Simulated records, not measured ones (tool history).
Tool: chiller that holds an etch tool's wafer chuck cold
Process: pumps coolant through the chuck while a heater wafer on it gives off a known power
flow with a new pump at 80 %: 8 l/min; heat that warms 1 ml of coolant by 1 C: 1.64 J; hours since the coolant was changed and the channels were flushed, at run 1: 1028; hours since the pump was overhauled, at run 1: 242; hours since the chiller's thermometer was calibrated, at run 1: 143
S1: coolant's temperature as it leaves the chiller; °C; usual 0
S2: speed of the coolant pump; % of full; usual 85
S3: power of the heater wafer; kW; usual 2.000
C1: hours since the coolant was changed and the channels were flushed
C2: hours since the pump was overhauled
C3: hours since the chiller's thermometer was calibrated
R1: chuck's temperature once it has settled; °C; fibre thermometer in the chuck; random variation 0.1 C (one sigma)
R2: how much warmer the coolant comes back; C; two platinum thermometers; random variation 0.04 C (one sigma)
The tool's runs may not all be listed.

run 1 day=0.000 | S1=0 S2=85 S3=2.000 | C1=1028 C2=242 C3=143 | R1=19.5 R2=8.56
run 2 day=1.358 | S1=9 S2=85 S3=2.000 | C1=1061 C2=275 C3=175 | R1=28.2 R2=8.46
run 3 day=3.188 | S1=9 S2=85 S3=2.000 | C1=1105 C2=319 C3=219 | R1=28.2 R2=8.56
run 4 day=4.592 | S1=9 S2=85 S3=2.000 | C1=1139 C2=352 C3=253 | R1=28.2 R2=8.63
run 5 day=7.554 | S1=9 S2=85 S3=2.000 | C1=1210 C2=424 C3=324 | R1=28.1 R2=8.60
run 6 day=9.521 | S1=9 S2=85 S3=2.000 | C1=1257 C2=471 C3=371 | R1=28.3 R2=8.61
run 7 day=11.233 | S1=0 S2=85 S3=2.000 | C1=1298 C2=512 C3=412 | R1=19.5 R2=8.62
run 8 day=13.296 | S1=0 S2=82 S3=2.000 | C1=1348 C2=561 C3=462 | R1=19.9 R2=9.02
run 9 day=15.738 | S1=0 S2=82 S3=2.000 | C1=1406 C2=620 C3=520 | R1=19.7 R2=9.00
run 10 day=17.983 | S1=0 S2=82 S3=2.000 | C1=1460 C2=674 C3=574 | R1=19.7 R2=9.03
run 11 day=20.600 | S1=0 S2=85 S3=2.000 | C1=1523 C2=737 C3=637 | R1=19.1 R2=8.67
run 12 day=22.167 | S1=0 S2=85 S3=2.000 | C1=1560 C2=774 C3=675 | R1=19.4 R2=8.68
run 13 day=24.133 | S1=0 S2=92 S3=2.000 | C1=1608 C2=821 C3=722 | R1=18.4 R2=7.94
run 14 day=25.388 | S1=0 S2=92 S3=2.000 | C1=1638 C2=852 C3=752 | R1=18.3 R2=7.94
run 15 day=28.404 | S1=0 S2=72 S3=2.000 | C1=1710 C2=924 C3=824 | R1=21.8 R2=10.42
run 16 day=29.867 | S1=0 S2=72 S3=2.000 | C1=1745 C2=959 C3=859 | R1=21.6 R2=10.32
run 17 day=31.508 | S1=0 S2=72 S3=2.000 | C1=1785 C2=998 C3=899 | R1=21.5 R2=10.38
run 18 day=32.988 | S1=5 S2=69 S3=2.544 | C1=1820 C2=1034 C3=934 | R1=33.2 R2=14.00
run 19 day=35.567 | S1=0 S2=85 S3=1.212 | C1=1882 C2=1096 C3=996 | R1=11.6 R2=5.37
run 20 day=38.292 | S1=0 S2=85 S3=1.212 | C1=1947 C2=1161 C3=1062 | R1=11.9 R2=5.36
run 21 day=39.771 | S1=0 S2=85 S3=1.212 | C1=1983 C2=1197 C3=1097 | R1=11.6 R2=5.40
run 22 day=42.721 | S1=0 S2=85 S3=1.212 | C1=2054 C2=1268 C3=1168 | R1=11.6 R2=5.38
run 23 day=45.092 | S1=-4 S2=71 S3=2.086 | C1=2111 C2=1324 C3=1225 | R1=18.8 R2=11.15
run 24 day=46.517 | S1=6 S2=76 S3=2.000 | C1=2145 C2=1359 C3=1259 | R1=26.6 R2=9.93
run 25 day=48.283 | S1=-5 S2=85 S3=2.043 | C1=2187 C2=1401 C3=1302 | R1=14.8 R2=8.92
run 26 day=49.804 | S1=-9 S2=71 S3=2.736 | C1=2224 C2=1437 C3=1338 | R1=21.0 R2=14.61
run 27 day=51.575 | S1=-8 S2=67 S3=1.134 | C1=2266 C2=1480 C3=1381 | R1=5.0 R2=6.53
run 28 day=53.350 | S1=-8 S2=67 S3=1.499 | C1=2309 C2=1523 C3=1423 | R1=9.1 R2=8.61
run 29 day=56.146 | S1=-8 S2=67 S3=1.499 | C1=2376 C2=1590 C3=1490 | R1=8.8 R2=8.66
run 30 day=57.621 | S1=-7 S2=77 S3=1.857 | C1=2411 C2=1625 C3=1526 | R1=12.0 R2=9.23
run 31 day=59.862 | S1=-7 S2=77 S3=1.857 | C1=2465 C2=1679 C3=1579 | R1=12.1 R2=9.14

Forecast each of these 5 alternatives for the next run:
run A day=61.417 | S1=-7 S2=61 S3=2.261 | C1=2502 C2=1716 C3=1617 | R1=? R2=?
run B day=61.417 | S1=-9 S2=71 S3=1.599 | C1=2502 C2=1716 C3=1617 | R1=? R2=?
run C day=61.417 | S1=-7 S2=70 S3=1.857 | C1=2502 C2=1716 C3=1617 | R1=? R2=?
run D day=61.417 | S1=-9 S2=83 S3=1.423 | C1=2502 C2=1716 C3=1617 | R1=? R2=?
run E day=61.417 | S1=9 S2=67 S3=1.489 | C1=2502 C2=1716 C3=1617 | R1=? R2=?

run=A R1=20.5 R2=14.35
run=B R1=8.5 R2=8.60
run=C R1=13.6 R2=10.15
run=D R1=4.9 R2=6.56
run=E R1=26.1 R2=8.68
Without the tool's hidden state the same runs would have given:
run=A R1=20.5 R2=14.07
run=B R1=8.5 R2=8.32
run=C R1=13.6 R2=9.87
run=D R1=4.9 R2=6.28
run=E R1=26.1 R2=8.40
